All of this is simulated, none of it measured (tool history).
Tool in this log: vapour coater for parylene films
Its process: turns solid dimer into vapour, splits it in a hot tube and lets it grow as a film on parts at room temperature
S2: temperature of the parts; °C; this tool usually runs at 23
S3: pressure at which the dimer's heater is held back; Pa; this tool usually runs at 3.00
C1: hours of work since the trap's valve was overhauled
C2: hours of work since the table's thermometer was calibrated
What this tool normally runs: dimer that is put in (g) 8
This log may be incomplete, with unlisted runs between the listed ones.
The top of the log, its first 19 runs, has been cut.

Run 20, hour 585.2: usual settings; C1 330; C2 808. Result: thickness of the film (um) 3.22.
Run 21, hour 606.1: usual settings; C1 342; C2 820. Result: thickness of the film (um) 3.21.
Run 22, hour 643.1: usual settings but S2 35 °C; C1 363; C2 841. Result: thickness of the film (um) 2.60.
Run 23, hour 665.6: usual settings but dimer that is put in (g) 12, S2 27 °C, S3 10.11 Pa; C1 376; C2 854. Result: thickness of the film (um) 3.26.
Run 24, hour 693.3: usual settings but S3 2.07 Pa; C1 392; C2 870. Result: thickness of the film (um) 3.46.
At hour 713.8: trap's valve overhauled.
Run 25, hour 717.7: usual settings but dimer that is put in (g) 4, S2 21 °C, S3 8.77 Pa; C1 2; C2 882. Result: thickness of the film (um) 1.39.
Run 26, hour 749.1: usual settings but S2 32 °C, S3 5.23 Pa; C1 20; C2 900. Result: thickness of the film (um) 2.59.
Run 27, hour 789.2: usual settings but dimer that is put in (g) 3, S3 9.88 Pa; C1 43; C2 923. Result: thickness of the film (um) 1.02.
Run 28, hour 833.9: usual settings but dimer that is put in (g) 4, S2 30 °C, S3 2.17 Pa; C1 69; C2 948. Result: thickness of the film (um) 1.69.
Run 29, hour 870.1: usual settings but dimer that is put in (g) 4, S2 30 °C, S3 2.17 Pa; C1 90; C2 969. Result: thickness of the film (um) 1.64.
Run 30, hour 888.5: usual settings but dimer that is put in (g) 11; C1 100; C2 980. Result: thickness of the film (um) 4.71.
Run 31, hour 907.6: usual settings but dimer that is put in (g) 14, S2 18 °C, S3 2.36 Pa; C1 111; C2 991. Result: thickness of the film (um) 7.03.
Run 32, hour 938.9: usual settings but dimer that is put in (g) 14, S2 18 °C, S3 2.36 Pa; C1 129; C2 1008. Result: thickness of the film (um) 6.94.
Run 33, hour 978.8: usual settings but dimer that is put in (g) 14, S2 18 °C, S3 2.36 Pa; C1 152; C2 1031. Result: thickness of the film (um) 6.97.
Run 34, hour 1009.2: usual settings but dimer that is put in (g) 14, S2 18 °C, S3 2.36 Pa; C1 169; C2 1049. Result: thickness of the film (um) 6.94.
Run 35, hour 1047.2: usual settings but S2 22 °C, S3 6.53 Pa; C1 191; C2 1071. Result: thickness of the film (um) 2.82.
Run 36, hour 1085.2: usual settings but dimer that is put in (g) 5, S2 30 °C, S3 8.14 Pa; C1 213; C2 1092. Result: thickness of the film (um) 1.46.
Run 37, hour 1106.8: usual settings but dimer that is put in (g) 5, S2 30 °C, S3 8.14 Pa; C1 225; C2 1105. Result: thickness of the film (um) 1.43.
Run 38, hour 1128.2: usual settings but S2 31 °C; C1 237; C2 1117. Result: thickness of the film (um) 2.89.
Run 39, hour 1163.8: usual settings but S2 31 °C; C1 258; C2 1137. Result: thickness of the film (um) 2.84.
Run 40, hour 1191.3: usual settings but dimer that is put in (g) 9, S2 24 °C; C1 274; C2 1153. Result: thickness of the film (um) 3.71.
Run 41, hour 1211.0: usual settings but dimer that is put in (g) 9, S2 24 °C; C1 285; C2 1164. Result: thickness of the film (um) 3.68.

Predict each of these 5 candidate next runs independently; none follows another, all start after run 41:
Run A, hour 1241.9: usual settings but dimer that is put in (g) 9, S2 24 °C, S3 6.18 Pa; C1 303; C2 1182. Result: thickness of the film (um) ?.
Run B, hour 1241.9: usual settings but dimer that is put in (g) 9, S2 24 °C, S3 2.60 Pa; C1 303; C2 1182. Result: thickness of the film (um) ?.
Run C, hour 1241.9: usual settings; C1 303; C2 1182. Result: thickness of the film (um) ?.
Run D, hour 1241.9: usual settings but dimer that is put in (g) 3, S2 31 °C; C1 303; C2 1182. Result: thickness of the film (um) ?.
Run E, hour 1241.9: usual settings but dimer that is put in (g) 9; C1 303; C2 1182. Result: thickness of the film (um) ?.

run  thickness of the film (um)
  A                        3.03
  B                        3.76
  C                        3.28
  D                        1.04
  E                        3.71
Without the tool's hidden state the same runs would have given:
run  thickness of the film (um)
  A                        3.23
  B                        4.01
  C                        3.50
  D                        1.10
  E                        3.95
